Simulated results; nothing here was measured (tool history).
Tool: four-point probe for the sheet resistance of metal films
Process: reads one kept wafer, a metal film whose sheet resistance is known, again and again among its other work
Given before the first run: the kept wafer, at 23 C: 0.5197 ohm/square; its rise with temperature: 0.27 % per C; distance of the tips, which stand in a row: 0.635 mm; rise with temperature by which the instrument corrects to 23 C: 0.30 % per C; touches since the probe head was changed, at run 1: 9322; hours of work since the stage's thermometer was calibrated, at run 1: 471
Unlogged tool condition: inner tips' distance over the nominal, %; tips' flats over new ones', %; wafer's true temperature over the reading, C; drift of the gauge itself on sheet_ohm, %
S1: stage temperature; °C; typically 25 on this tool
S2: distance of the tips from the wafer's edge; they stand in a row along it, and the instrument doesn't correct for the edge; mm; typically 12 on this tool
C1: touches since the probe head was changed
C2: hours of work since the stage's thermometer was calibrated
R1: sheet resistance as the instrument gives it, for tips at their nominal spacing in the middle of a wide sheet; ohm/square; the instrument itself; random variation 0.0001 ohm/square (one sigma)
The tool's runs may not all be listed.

Run 1, hour 0: usual settings; C1 9322; C2 471. Result: R1 0.520177 ohm/square.
Run 2, hour 33.7: usual settings but S1 21 °C; C1 9746; C2 491. Result: R1 0.520925 ohm/square.
Run 3, hour 75.3: usual settings but S1 21 °C; C1 10268; C2 515. Result: R1 0.520773 ohm/square.
Run 4, hour 111.3: usual settings; C1 10720; C2 536. Result: R1 0.520247 ohm/square.
Run 5, hour 152.5: usual settings; C1 11238; C2 560. Result: R1 0.520196 ohm/square.
Run 6, hour 183.8: usual settings; C1 11630; C2 578. Result: R1 0.520236 ohm/square.
Run 7, hour 210.7: usual settings; C1 11968; C2 594. Result: R1 0.520336 ohm/square.
Run 8, hour 262.1: usual settings; C1 12614; C2 623. Result: R1 0.520241 ohm/square.
Run 9, hour 291.9: usual settings; C1 12988; C2 641. Result: R1 0.520337 ohm/square.
Run 10, hour 320.1: usual settings; C1 13342; C2 657. Result: R1 0.520067 ohm/square.
Run 11, hour 359.7: usual settings; C1 13839; C2 680. Result: R1 0.520219 ohm/square.
Run 12, hour 400.4: usual settings; C1 14351; C2 704. Result: R1 0.520246 ohm/square.
Run 13, hour 430.8: usual settings; C1 14732; C2 721. Result: R1 0.520246 ohm/square.
Run 14, hour 459: usual settings; C1 15086; C2 738. Result: R1 0.519975 ohm/square.
Run 15, hour 507.9: usual settings but S1 22 °C, S2 13 mm; C1 15700; C2 766. Result: R1 0.520663 ohm/square.
Run 16, hour 535.9: usual settings but S1 21 °C, S2 6 mm; C1 16051; C2 782. Result: R1 0.52329 ohm/square.
Run 17, hour 569.6: usual settings but S1 21 °C, S2 6 mm; C1 16475; C2 802. Result: R1 0.523125 ohm/square.
Run 18, hour 600.7: usual settings but S1 23 °C, S2 7 mm; C1 16866; C2 820. Result: R1 0.522061 ohm/square.
Run 19, hour 652.2: usual settings but S1 21 °C, S2 52 mm; C1 17512; C2 850. Result: R1 0.519999 ohm/square.
Run 20, hour 679.5: usual settings but S1 19 °C, S2 52 mm; C1 17855; C2 866. Result: R1 0.520389 ohm/square.
Run 21, hour 720.7: usual settings but S1 23 °C, S2 11 mm; C1 18372; C2 889. Result: R1 0.520871 ohm/square.
Run 22, hour 743.8: usual settings but S1 19 °C, S2 11 mm; C1 18662; C2 903. Result: R1 0.521281 ohm/square.
Run 23, hour 774.3: usual settings but S1 23 °C, S2 4 mm; C1 19046; C2 921. Result: R1 0.526678 ohm/square.
Run 24, hour 798.2: usual settings but S1 30 °C, S2 5 mm; C1 19345; C2 934. Result: R1 0.52317 ohm/square.
Run 25, hour 822.7: usual settings but S1 30 °C, S2 5 mm; C1 19653; C2 949. Result: R1 0.52331 ohm/square.
Run 26, hour 845: usual settings but S1 30 °C, S2 5 mm; C1 19932; C2 962. Result: R1 0.523054 ohm/square.
Run 27, hour 866.7: usual settings but S1 20 °C, S2 14 mm; C1 20205; C2 974. Result: R1 0.520808 ohm/square.

4 options for the next run, each taken on its own from the tool as it stands now. Forecast them:
Run A, hour 910.1: usual settings but S1 24 °C, S2 31 mm; C1 20751; C2 999. Result: R1 ?.
Run B, hour 910.1: usual settings; C1 20751; C2 999. Result: R1 ?.
Run C, hour 910.1: usual settings; C1 20751; C2 999. Result: R1 ?.
Run D, hour 910.1: usual settings but S2 30 mm; C1 20751; C2 999. Result: R1 ?.

run        R1
  A  0.519755
  B  0.520174
  C  0.520358
  D  0.519483
Without the tool's unlogged condition, the same runs would have read:
run        R1
  A  0.519731
  B   0.52015
  C  0.520334
  D  0.519459
